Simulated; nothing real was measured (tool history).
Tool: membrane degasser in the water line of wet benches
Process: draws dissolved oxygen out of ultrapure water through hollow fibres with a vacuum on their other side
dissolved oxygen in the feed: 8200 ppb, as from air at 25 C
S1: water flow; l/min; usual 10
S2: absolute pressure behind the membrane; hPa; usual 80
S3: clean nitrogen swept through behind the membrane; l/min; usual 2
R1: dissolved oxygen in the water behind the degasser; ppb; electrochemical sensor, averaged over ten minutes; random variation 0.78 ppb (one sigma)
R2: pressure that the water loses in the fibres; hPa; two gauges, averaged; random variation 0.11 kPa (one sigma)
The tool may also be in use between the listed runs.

run 1 day=0 | S1=10 S2=80 S3=2 | R1=86.7 R2=320.6
run 2 day=1.179 | S1=10 S2=98.5 S3=2 | R1=108.8 R2=322.7
run 3 day=3.029 | S1=10 S2=62.8 S3=2 | R1=64.9 R2=323.2
run 4 day=4.258 | S1=10 S2=62.8 S3=2 | R1=65.2 R2=322.1
run 5 day=7.054 | S1=10 S2=62.8 S3=2 | R1=63.9 R2=323
-- day=7.271 vacuum gauge calibrated
run 6 day=9.375 | S1=10 S2=62.8 S3=2 | R1=65.2 R2=325.1
run 7 day=10.917 | S1=10 S2=62.8 S3=2 | R1=65.9 R2=322.5
run 8 day=12.446 | S1=10 S2=62.8 S3=2 | R1=65.9 R2=325.2
run 9 day=14.496 | S1=10 S2=62.8 S3=2 | R1=65.9 R2=323.4
-- day=16.275 vacuum gauge calibrated, once more
run 10 day=16.275 | S1=10 S2=62.8 S3=2 | R1=61 R2=323.9
run 11 day=17.929 | S1=10 S2=62.8 S3=2 | R1=61 R2=323.3
-- day=18.421 seals of the vacuum lines changed
run 12 day=20.288 | S1=10 S2=62.8 S3=2 | R1=59.4 R2=324.5
run 13 day=21.746 | S1=10 S2=62.8 S3=2 | R1=58.9 R2=325.3
run 14 day=23.85 | S1=10 S2=62.8 S3=2 | R1=58.8 R2=323.6
run 15 day=26.612 | S1=10 S2=95.5 S3=3.07 | R1=73.4 R2=324.7
run 16 day=27.921 | S1=11 S2=56.6 S3=2 | R1=59.9 R2=356.2
run 17 day=30.183 | S1=11 S2=111.2 S3=2.1 | R1=128.1 R2=356.9
run 18 day=32.508 | S1=11 S2=111.2 S3=1.59 | R1=158.8 R2=358.2
run 19 day=34.229 | S1=9 S2=111.2 S3=1.48 | R1=135.2 R2=291.5

4 ways to go on from here, each from the tool as it stands after run 19. What would each give?
run A day=35.958 | S1=10 S2=111.2 S3=1.48 | R1=? R2=?
run B day=35.958 | S1=8 S2=188 S3=1.78 | R1=? R2=?
run C day=35.958 | S1=15 S2=78.6 S3=1.32 | R1=? R2=?
run D day=35.958 | S1=10 S2=80 S3=1.28 | R1=? R2=?

run=A R1=151.4 R2=326.2
run=B R1=180.5 R2=261.3
run=C R1=180.7 R2=485.3
run=D R1=113 R2=323.4
Without the tool's hidden state the same runs would have given:
run=A R1=148.8 R2=323.1
run=B R1=178.6 R2=258.8
run=C R1=176.2 R2=480.7
run=D R1=110.4 R2=320.3
